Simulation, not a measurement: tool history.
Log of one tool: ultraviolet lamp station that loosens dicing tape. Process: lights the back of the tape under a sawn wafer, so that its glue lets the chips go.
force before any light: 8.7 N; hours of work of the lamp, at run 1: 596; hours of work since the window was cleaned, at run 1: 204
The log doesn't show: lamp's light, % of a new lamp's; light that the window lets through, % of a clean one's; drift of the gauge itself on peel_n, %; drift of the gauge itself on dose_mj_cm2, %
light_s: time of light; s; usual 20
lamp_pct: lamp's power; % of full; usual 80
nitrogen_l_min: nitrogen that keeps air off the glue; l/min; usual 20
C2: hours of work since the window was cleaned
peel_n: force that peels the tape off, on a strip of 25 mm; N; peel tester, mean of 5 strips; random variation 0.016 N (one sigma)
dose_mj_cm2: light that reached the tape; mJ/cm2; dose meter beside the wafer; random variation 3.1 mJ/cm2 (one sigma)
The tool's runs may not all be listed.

run 1 hour=0.0 | light_s=20 lamp_pct=80 nitrogen_l_min=20 | hours_of_work_of_the_lamp=596 C2=204 | peel_n=1.357 dose_mj_cm2=345
-- hour=4.2 window cleaned of glue's vapour
run 2 hour=25.8 | light_s=20 lamp_pct=80 nitrogen_l_min=20 | hours_of_work_of_the_lamp=612 C2=14 | peel_n=1.226 dose_mj_cm2=375
run 3 hour=60.3 | light_s=20 lamp_pct=80 nitrogen_l_min=20 | hours_of_work_of_the_lamp=635 C2=37 | peel_n=1.206 dose_mj_cm2=369
run 4 hour=87.2 | light_s=20 lamp_pct=80 nitrogen_l_min=20 | hours_of_work_of_the_lamp=653 C2=55 | peel_n=1.263 dose_mj_cm2=365
run 5 hour=117.6 | light_s=20 lamp_pct=80 nitrogen_l_min=20 | hours_of_work_of_the_lamp=673 C2=75 | peel_n=1.302 dose_mj_cm2=360
run 6 hour=150.7 | light_s=20 lamp_pct=80 nitrogen_l_min=7 | hours_of_work_of_the_lamp=694 C2=96 | peel_n=2.635 dose_mj_cm2=354
run 7 hour=175.6 | light_s=20 lamp_pct=80 nitrogen_l_min=7 | hours_of_work_of_the_lamp=711 C2=113 | peel_n=2.610 dose_mj_cm2=346
run 8 hour=203.6 | light_s=20 lamp_pct=79 nitrogen_l_min=20 | hours_of_work_of_the_lamp=729 C2=131 | peel_n=1.410 dose_mj_cm2=342
run 9 hour=246.5 | light_s=20 lamp_pct=80 nitrogen_l_min=20 | hours_of_work_of_the_lamp=758 C2=159 | peel_n=1.449 dose_mj_cm2=337
run 10 hour=293.5 | light_s=20 lamp_pct=80 nitrogen_l_min=20 | hours_of_work_of_the_lamp=788 C2=190 | peel_n=1.484 dose_mj_cm2=323
-- hour=319.7 window cleaned of glue's vapour
run 11 hour=326.2 | light_s=21 lamp_pct=80 nitrogen_l_min=20 | hours_of_work_of_the_lamp=810 C2=4 | peel_n=1.237 dose_mj_cm2=363
run 12 hour=367.3 | light_s=21 lamp_pct=80 nitrogen_l_min=20 | hours_of_work_of_the_lamp=837 C2=31 | peel_n=1.301 dose_mj_cm2=360
run 13 hour=399.8 | light_s=21 lamp_pct=80 nitrogen_l_min=20 | hours_of_work_of_the_lamp=858 C2=53 | peel_n=1.332 dose_mj_cm2=354
run 14 hour=433.8 | light_s=24 lamp_pct=80 nitrogen_l_min=20 | hours_of_work_of_the_lamp=880 C2=75 | peel_n=1.098 dose_mj_cm2=399
run 15 hour=481.9 | light_s=20 lamp_pct=79 nitrogen_l_min=20 | hours_of_work_of_the_lamp=912 C2=107 | peel_n=1.604 dose_mj_cm2=318
run 16 hour=504.4 | light_s=20 lamp_pct=79 nitrogen_l_min=14 | hours_of_work_of_the_lamp=927 C2=122 | peel_n=2.098 dose_mj_cm2=311
run 17 hour=550.7 | light_s=20 lamp_pct=79 nitrogen_l_min=14 | hours_of_work_of_the_lamp=957 C2=152 | peel_n=2.122 dose_mj_cm2=306
run 18 hour=595.6 | light_s=20 lamp_pct=79 nitrogen_l_min=14 | hours_of_work_of_the_lamp=987 C2=182 | peel_n=2.215 dose_mj_cm2=300
run 19 hour=622.4 | light_s=20 lamp_pct=79 nitrogen_l_min=14 | hours_of_work_of_the_lamp=1004 C2=199 | peel_n=2.269 dose_mj_cm2=297
-- hour=636.3 window cleaned of glue's vapour
run 20 hour=670.6 | light_s=20 lamp_pct=80 nitrogen_l_min=7 | hours_of_work_of_the_lamp=1036 C2=23 | peel_n=2.902 dose_mj_cm2=320
run 21 hour=697.5 | light_s=20 lamp_pct=80 nitrogen_l_min=20 | hours_of_work_of_the_lamp=1054 C2=40 | peel_n=1.619 dose_mj_cm2=311
run 22 hour=728.3 | light_s=17 lamp_pct=80 nitrogen_l_min=20 | hours_of_work_of_the_lamp=1074 C2=61 | peel_n=2.163 dose_mj_cm2=263
run 23 hour=776.3 | light_s=37 lamp_pct=62 nitrogen_l_min=8 | hours_of_work_of_the_lamp=1105 C2=92 | peel_n=1.871 dose_mj_cm2=432
run 24 hour=796.5 | light_s=17 lamp_pct=64 nitrogen_l_min=17 | hours_of_work_of_the_lamp=1119 C2=105 | peel_n=3.194 dose_mj_cm2=203
run 25 hour=843.9 | light_s=40 lamp_pct=80 nitrogen_l_min=20 | hours_of_work_of_the_lamp=1150 C2=137 | peel_n=0.448 dose_mj_cm2=581
run 26 hour=891.8 | light_s=11 lamp_pct=79 nitrogen_l_min=20 | hours_of_work_of_the_lamp=1181 C2=168 | peel_n=3.857 dose_mj_cm2=153
run 27 hour=918.3 | light_s=11 lamp_pct=79 nitrogen_l_min=20 | hours_of_work_of_the_lamp=1199 C2=186 | peel_n=3.655 dose_mj_cm2=151
-- hour=952.8 window cleaned of glue's vapour
run 28 hour=966.8 | light_s=11 lamp_pct=68 nitrogen_l_min=20 | hours_of_work_of_the_lamp=1230 C2=9 | peel_n=4.069 dose_mj_cm2=140
run 29 hour=999.5 | light_s=11 lamp_pct=72 nitrogen_l_min=17 | hours_of_work_of_the_lamp=1252 C2=31 | peel_n=4.135 dose_mj_cm2=142

The next listed run, before its measurement:
run 30 hour=1042.4 | light_s=11 lamp_pct=72 nitrogen_l_min=17 | hours_of_work_of_the_lamp=1280 C2=59 | peel_n=? dose_mj_cm2=?

peel_n: 4.273 N
dose_mj_cm2: 141 mJ/cm2
Without the tool's hidden state the same run would have given peel_n 2.747 N, dose_mj_cm2 230 mJ/cm2.
